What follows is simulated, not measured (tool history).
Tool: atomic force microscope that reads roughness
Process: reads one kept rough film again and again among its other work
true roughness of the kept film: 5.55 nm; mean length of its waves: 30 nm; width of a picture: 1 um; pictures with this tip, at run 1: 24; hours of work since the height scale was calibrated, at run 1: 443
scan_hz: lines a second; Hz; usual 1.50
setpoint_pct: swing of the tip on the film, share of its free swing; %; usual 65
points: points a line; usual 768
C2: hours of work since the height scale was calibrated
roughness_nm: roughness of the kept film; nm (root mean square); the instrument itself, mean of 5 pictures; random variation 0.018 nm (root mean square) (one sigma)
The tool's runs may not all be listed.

Run 1, hour 0.0: usual settings; pictures with this tip 24; C2 443. Result: roughness_nm 4.220 nm (root mean square).
Run 2, hour 24.2: usual settings; pictures with this tip 60; C2 459. Result: roughness_nm 3.940 nm (root mean square).
Run 3, hour 49.9: usual settings but points 382; pictures with this tip 98; C2 476. Result: roughness_nm 3.726 nm (root mean square).
At hour 91.1: new tip fitted.
Run 4, hour 97.1: usual settings but setpoint_pct 84 %, points 382; pictures with this tip 8; C2 507. Result: roughness_nm 3.797 nm (root mean square).
Run 5, hour 122.0: usual settings but setpoint_pct 84 %, points 382; pictures with this tip 45; C2 523. Result: roughness_nm 3.624 nm (root mean square).
Run 6, hour 144.9: usual settings but setpoint_pct 84 %, points 382; pictures with this tip 79; C2 539. Result: roughness_nm 3.427 nm (root mean square).
Run 7, hour 189.1: usual settings; pictures with this tip 144; C2 568. Result: roughness_nm 3.487 nm (root mean square).
At hour 199.3: new tip fitted.
Run 8, hour 225.9: usual settings; pictures with this tip 39; C2 592. Result: roughness_nm 4.092 nm (root mean square).
Run 9, hour 272.8: usual settings; pictures with this tip 109; C2 623. Result: roughness_nm 3.725 nm (root mean square).
At hour 307.8: new tip fitted.
Run 10, hour 310.4: usual settings; pictures with this tip 4; C2 647. Result: roughness_nm 4.392 nm (root mean square).
Run 11, hour 355.1: usual settings but scan_hz 0.67 Hz; pictures with this tip 70; C2 677. Result: roughness_nm 4.075 nm (root mean square).
Run 12, hour 385.2: usual settings but scan_hz 0.67 Hz; pictures with this tip 114; C2 697. Result: roughness_nm 3.815 nm (root mean square).
At hour 417.0: new tip fitted.
Run 13, hour 433.2: usual settings; pictures with this tip 23; C2 728. Result: roughness_nm 4.198 nm (root mean square).
Run 14, hour 475.3: usual settings; pictures with this tip 85; C2 756. Result: roughness_nm 3.829 nm (root mean square).
Run 15, hour 514.1: usual settings; pictures with this tip 143; C2 781. Result: roughness_nm 3.513 nm (root mean square).
At hour 524.8: new tip fitted.
Run 16, hour 550.6: usual settings but scan_hz 0.84 Hz; pictures with this tip 38; C2 805. Result: roughness_nm 4.307 nm (root mean square).
Run 17, hour 589.8: usual settings; pictures with this tip 95; C2 831. Result: roughness_nm 3.810 nm (root mean square).
Run 18, hour 630.9: usual settings; pictures with this tip 156; C2 858. Result: roughness_nm 3.479 nm (root mean square).
At hour 633.6: new tip fitted.
Run 19, hour 666.9: usual settings but points 271; pictures with this tip 49; C2 882. Result: roughness_nm 4.068 nm (root mean square).
Run 20, hour 706.3: usual settings but setpoint_pct 76 %; pictures with this tip 107; C2 908. Result: roughness_nm 3.536 nm (root mean square).
Run 21, hour 735.4: usual settings but setpoint_pct 76 %, points 630; pictures with this tip 150; C2 927. Result: roughness_nm 3.337 nm (root mean square).
At hour 741.6: new tip fitted.
Run 22, hour 774.1: usual settings but setpoint_pct 76 %, points 630; pictures with this tip 48; C2 952. Result: roughness_nm 3.772 nm (root mean square).
Run 23, hour 799.1: usual settings but setpoint_pct 76 %, points 630; pictures with this tip 85; C2 969. Result: roughness_nm 3.544 nm (root mean square).
Run 24, hour 837.7: usual settings but setpoint_pct 76 %, points 630; pictures with this tip 141; C2 994. Result: roughness_nm 3.347 nm (root mean square).
At hour 843.4: height scale calibrated on a step standard.
At hour 851.2: new tip fitted.
Run 25, hour 861.8: usual settings; pictures with this tip 16; C2 12. Result: roughness_nm 4.330 nm (root mean square).
Run 26, hour 910.3: usual settings but scan_hz 2.70 Hz; pictures with this tip 87; C2 44. Result: roughness_nm 3.664 nm (root mean square).
Run 27, hour 953.6: usual settings but scan_hz 2.36 Hz, points 296; pictures with this tip 151; C2 72. Result: roughness_nm 3.350 nm (root mean square).
At hour 958.6: new tip fitted.
Run 28, hour 976.9: usual settings but scan_hz 2.45 Hz, setpoint_pct 83 %, points 427; pictures with this tip 27; C2 87. Result: roughness_nm 3.419 nm (root mean square).
At hour 982.4: height scale calibrated on a step standard, once more.
Run 29, hour 1024.5: usual settings but points 573; pictures with this tip 95; C2 28. Result: roughness_nm 3.759 nm (root mean square).
Run 30, hour 1048.3: usual settings but points 573; pictures with this tip 130; C2 44. Result: roughness_nm 3.531 nm (root mean square).
At hour 1070.0: new tip fitted.
Run 31, hour 1084.6: usual settings but scan_hz 3.74 Hz, points 348; pictures with this tip 21; C2 67. Result: roughness_nm 3.808 nm (root mean square).
Run 32, hour 1111.5: usual settings but scan_hz 1.93 Hz, points 320; pictures with this tip 61; C2 85. Result: roughness_nm 3.858 nm (root mean square).
Run 33, hour 1154.4: usual settings but scan_hz 1.93 Hz, setpoint_pct 55 %, points 320; pictures with this tip 124; C2 113. Result: roughness_nm 3.656 nm (root mean square).
At hour 1178.4: new tip fitted.
Run 34, hour 1181.1: usual settings but scan_hz 1.93 Hz, setpoint_pct 55 %, points 320; pictures with this tip 4; C2 131. Result: roughness_nm 4.375 nm (root mean square).
Run 35, hour 1214.0: usual settings but scan_hz 1.61 Hz, setpoint_pct 55 %, points 320; pictures with this tip 52; C2 152. Result: roughness_nm 4.111 nm (root mean square).
Run 36, hour 1250.4: usual settings but scan_hz 1.61 Hz, setpoint_pct 55 %, points 320; pictures with this tip 106; C2 176. Result: roughness_nm 3.777 nm (root mean square).
Run 37, hour 1271.7: usual settings but scan_hz 3.12 Hz, setpoint_pct 84 %, points 320; pictures with this tip 137; C2 190. Result: roughness_nm 2.619 nm (root mean square).
At hour 1286.6: new tip fitted.
Run 38, hour 1318.8: usual settings but setpoint_pct 67 %; pictures with this tip 48; C2 221. Result: roughness_nm 4.029 nm (root mean square).
Run 39, hour 1357.5: usual settings but scan_hz 2.75 Hz, setpoint_pct 75 %, points 604; pictures with this tip 105; C2 247. Result: roughness_nm 3.224 nm (root mean square).
At hour 1396.2: new tip fitted.
Run 40, hour 1408.5: usual settings but scan_hz 3.05 Hz, setpoint_pct 75 %, points 604; pictures with this tip 18; C2 280. Result: roughness_nm 3.568 nm (root mean square).
Run 41, hour 1429.8: usual settings but setpoint_pct 70 %, points 371; pictures with this tip 50; C2 294. Result: roughness_nm 3.886 nm (root mean square).
Run 42, hour 1451.2: usual settings but scan_hz 0.85 Hz, setpoint_pct 70 %, points 265; pictures with this tip 81; C2 308. Result: roughness_nm 3.808 nm (root mean square).
Run 43, hour 1500.6: usual settings but scan_hz 0.85 Hz, setpoint_pct 70 %, points 265; pictures with this tip 154; C2 341. Result: roughness_nm 3.479 nm (root mean square).
At hour 1505.2: new tip fitted.
Run 44, hour 1523.1: usual settings but setpoint_pct 84 %, points 965; pictures with this tip 26; C2 355. Result: roughness_nm 3.738 nm (root mean square).
Run 45, hour 1544.4: usual settings but setpoint_pct 84 %, points 965; pictures with this tip 58; C2 370. Result: roughness_nm 3.539 nm (root mean square).
Run 46, hour 1585.2: usual settings but setpoint_pct 84 %, points 965; pictures with this tip 118; C2 396. Result: roughness_nm 3.242 nm (root mean square).
At hour 1615.3: new tip fitted.
Run 47, hour 1615.3: usual settings but setpoint_pct 84 %, points 965; pictures with this tip 0; C2 416. Result: roughness_nm 3.908 nm (root mean square).
Run 48, hour 1637.0: usual settings but scan_hz 3.11 Hz, setpoint_pct 68 %, points 585; pictures with this tip 32; C2 430. Result: roughness_nm 3.788 nm (root mean square).
Run 49, hour 1665.5: usual settings but scan_hz 1.11 Hz, setpoint_pct 68 %, points 391; pictures with this tip 74; C2 449. Result: roughness_nm 3.969 nm (root mean square).
Run 50, hour 1696.3: usual settings but scan_hz 0.80 Hz, points 851; pictures with this tip 119; C2 470. Result: roughness_nm 3.859 nm (root mean square).
At hour 1723.0: new tip fitted.
Run 51, hour 1736.1: usual settings but scan_hz 1.65 Hz, setpoint_pct 85 %, points 861; pictures with this tip 19; C2 495. Result: roughness_nm 3.685 nm (root mean square).
Run 52, hour 1785.8: usual settings but scan_hz 2.22 Hz, setpoint_pct 85 %, points 393; pictures with this tip 92; C2 528. Result: roughness_nm 3.077 nm (root mean square).

How the hidden state differs across the entries between the runs, from the last listed run before each to the first after it:
Between runs 3 and 4: new tip fitted (hour 91.1)
  radius of the tip, nm: 15.8 -> 8.2; height scale over the true one, %: 0.48 -> 0.51
  measured less the result without the state, roughness_nm: -0.659 -> -0.075 nm (root mean square)
Between runs 7 and 8: new tip fitted (hour 199.3)
  radius of the tip, nm: 19.7 -> 10.7; height scale over the true one, %: 0.58 -> 0.6
  measured less the result without the state, roughness_nm: -0.895 -> -0.292 nm (root mean square)
Between runs 9 and 10: new tip fitted (hour 307.8)
  radius of the tip, nm: 16.2 -> 7.5; height scale over the true one, %: 0.63 -> 0.65
  measured less the result without the state, roughness_nm: -0.686 -> -0.018 nm (root mean square)
Between runs 12 and 13: new tip fitted (hour 417.0)
  radius of the tip, nm: 16.7 -> 9.7; height scale over the true one, %: 0.7 -> 0.73
  measured less the result without the state, roughness_nm: -0.738 -> -0.205 nm (root mean square)
Between runs 15 and 16: new tip fitted (hour 524.8)
  radius of the tip, nm: 19.6 -> 10.2; height scale over the true one, %: 0.78 -> 0.81
  measured less the result without the state, roughness_nm: -0.886 -> -0.249 nm (root mean square)
Between runs 18 and 19: new tip fitted (hour 633.6)
  radius of the tip, nm: 20.2 -> 11; height scale over the true one, %: 0.86 -> 0.88
  measured less the result without the state, roughness_nm: -0.918 -> -0.302 nm (root mean square)
Between runs 21 and 22: new tip fitted (hour 741.6)
  radius of the tip, nm: 19.6 -> 12.3; height scale over the true one, %: 0.93 -> 0.95
  measured less the result without the state, roughness_nm: -0.837 -> -0.375 nm (root mean square)
Between runs 24 and 25: height scale calibrated on a step standard (hour 843.4); new tip fitted (hour 851.2)
  radius of the tip, nm: 19.6 -> 8.5; height scale over the true one, %: 0.99 -> 1.64
  measured less the result without the state, roughness_nm: -0.831 -> -0.066 nm (root mean square)
Between runs 27 and 28: new tip fitted (hour 958.6)
  radius of the tip, nm: 20 -> 9.6; height scale over the true one, %: 1.7 -> 1.71
  measured less the result without the state, roughness_nm: -0.832 -> -0.122 nm (root mean square)
Between runs 28 and 29: height scale calibrated on a step standard, once more (hour 982.4)
  radius of the tip, nm: 9.6 -> 15; height scale over the true one, %: 1.71 -> -0.2
  measured less the result without the state, roughness_nm: -0.122 -> -0.639 nm (root mean square)
Between runs 30 and 31: new tip fitted (hour 1070.0)
  radius of the tip, nm: 18.3 -> 8.7; height scale over the true one, %: -0.19 -> -0.17
  measured less the result without the state, roughness_nm: -0.839 -> -0.143 nm (root mean square)
Between runs 33 and 34: new tip fitted (hour 1178.4)
  radius of the tip, nm: 17.6 -> 7.7; height scale over the true one, %: -0.12 -> -0.11
  measured less the result without the state, roughness_nm: -0.808 -> -0.067 nm (root mean square)
Between runs 37 and 38: new tip fitted (hour 1286.6)
  radius of the tip, nm: 18.8 -> 11.4; height scale over the true one, %: -0.05 -> -0.02
  measured less the result without the state, roughness_nm: -0.643 -> -0.373 nm (root mean square)
Between runs 39 and 40: new tip fitted (hour 1396.2)
  radius of the tip, nm: 15.8 -> 9.3; height scale over the true one, %: 0.01 -> 0.04
  measured less the result without the state, roughness_nm: -0.592 -> -0.169 nm (root mean square)
Between runs 43 and 44: new tip fitted (hour 1505.2)
  radius of the tip, nm: 20.4 -> 9.3; height scale over the true one, %: 0.1 -> 0.12
  measured less the result without the state, roughness_nm: -0.965 -> -0.174 nm (root mean square)
Between runs 46 and 47: new tip fitted (hour 1615.3)
  radius of the tip, nm: 17.3 -> 7.1; height scale over the true one, %: 0.15 -> 0.17
  measured less the result without the state, roughness_nm: -0.689 -> -0.003 nm (root mean square)
Between runs 50 and 51: new tip fitted (hour 1723.0)
  radius of the tip, nm: 16.3 -> 8.7; height scale over the true one, %: 0.22 -> 0.25
  measured less the result without the state, roughness_nm: -0.735 -> -0.124 nm (root mean square)
